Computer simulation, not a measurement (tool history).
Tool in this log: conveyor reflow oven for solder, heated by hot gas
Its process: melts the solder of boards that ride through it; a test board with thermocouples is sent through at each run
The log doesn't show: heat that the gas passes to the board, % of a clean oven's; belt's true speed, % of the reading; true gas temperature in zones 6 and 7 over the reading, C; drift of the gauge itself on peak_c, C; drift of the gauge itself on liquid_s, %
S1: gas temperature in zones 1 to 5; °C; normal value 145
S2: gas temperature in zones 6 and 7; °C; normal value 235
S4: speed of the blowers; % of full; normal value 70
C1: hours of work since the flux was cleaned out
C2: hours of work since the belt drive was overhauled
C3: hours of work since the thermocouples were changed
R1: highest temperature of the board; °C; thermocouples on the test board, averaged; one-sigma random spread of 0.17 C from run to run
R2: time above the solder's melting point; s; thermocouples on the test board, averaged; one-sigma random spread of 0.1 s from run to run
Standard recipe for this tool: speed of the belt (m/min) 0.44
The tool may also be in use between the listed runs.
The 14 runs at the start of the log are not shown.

Run 15, day 8.221: usual settings but speed of the belt (m/min) 0.465, S4 52 % of full; C1 20; C2 23; C3 749. Result: R1 208 °C, R2 50.4 s.
Run 16, day 9.012: usual settings but S4 58 % of full; C1 32; C2 35; C3 761. Result: R1 212 °C, R2 58.8 s.
Run 17, day 9.821: usual settings but S2 229 °C, speed of the belt (m/min) 0.456, S4 58 % of full; C1 45; C2 47; C3 773. Result: R1 206.4 °C, R2 49.7 s.
Run 18, day 10.458: usual settings but S2 238 °C, speed of the belt (m/min) 0.523, S4 64 % of full; C1 54; C2 57; C3 782. Result: R1 210.1 °C, R2 46.5 s.
Run 19, day 10.825: usual settings but S2 231 °C, speed of the belt (m/min) 0.465, S4 84 % of full; C1 60; C2 62; C3 788. Result: R1 213.2 °C, R2 57.9 s.
At day 11.488: belt drive overhauled, speed set with a stopwatch, once more.
Run 20, day 11.517: usual settings but S2 231 °C, speed of the belt (m/min) 0.465, S4 84 % of full; C1 68; C2 0; C3 796. Result: R1 212.7 °C, R2 56.7 s.
Run 21, day 11.908: usual settings but S2 228 °C, speed of the belt (m/min) 0.465, S4 57 % of full; C1 74; C2 6; C3 802. Result: R1 203.6 °C, R2 44.8 s.
Run 22, day 12.758: usual settings but S2 228 °C, speed of the belt (m/min) 0.465, S4 57 % of full; C1 87; C2 19; C3 815. Result: R1 203.2 °C, R2 44.6 s.
Run 23, day 13.292: usual settings but S1 158 °C, S2 227 °C, speed of the belt (m/min) 0.381, S4 73 % of full; C1 95; C2 27; C3 823. Result: R1 214.7 °C, R2 79.8 s.
Run 24, day 13.675: usual settings but S2 244 °C, speed of the belt (m/min) 0.514, S4 86 % of full; C1 101; C2 33; C3 829. Result: R1 220.4 °C, R2 56.2 s.
Run 25, day 14.546: usual settings but S1 146 °C, S2 247 °C, S4 76 % of full; C1 114; C2 46; C3 842. Result: R1 226 °C, R2 70.6 s.
Run 26, day 15.404: usual settings but speed of the belt (m/min) 0.464; C1 127; C2 59; C3 855. Result: R1 212.7 °C, R2 55.9 s.
Run 27, day 16.121: usual settings but S2 241 °C; C1 138; C2 70; C3 866. Result: R1 219 °C, R2 65.2 s.
Run 28, day 16.725: usual settings but S1 133 °C, S2 241 °C, speed of the belt (m/min) 0.369; C1 147; C2 79; C3 875. Result: R1 222.6 °C, R2 76.6 s.
Run 29, day 17.329: usual settings but S4 67 % of full; C1 156; C2 89; C3 884. Result: R1 213.4 °C, R2 59.8 s.
Run 30, day 18.004: usual settings but S2 244 °C, speed of the belt (m/min) 0.41, S4 64 % of full; C1 166; C2 99; C3 894. Result: R1 222.5 °C, R2 72.4 s.
Run 31, day 18.375: usual settings but S2 244 °C, speed of the belt (m/min) 0.41, S4 64 % of full; C1 172; C2 104; C3 900. Result: R1 222.2 °C, R2 72.4 s.

3 ways to go on from here, each from the tool as it stands after run 31. What would each give?
Run A, day 19.142: usual settings but S2 231 °C; C1 184; C2 116; C3 912. Result: R1 ?, R2 ?.
Run B, day 19.142: usual settings but S2 240 °C; C1 184; C2 116; C3 912. Result: R1 ?, R2 ?.
Run C, day 19.142: usual settings but S2 227 °C, speed of the belt (m/min) 0.419, S4 67 % of full; C1 184; C2 116; C3 912. Result: R1 ?, R2 ?.

run     R1    R2
  A  210.2  57.1
  B  217.7    64
  C  207.9  57.6
With no hidden state in the tool, these same runs would have given:
run     R1    R2
  A  213.7  60.7
  B  221.3  66.9
  C  211.3  61.5
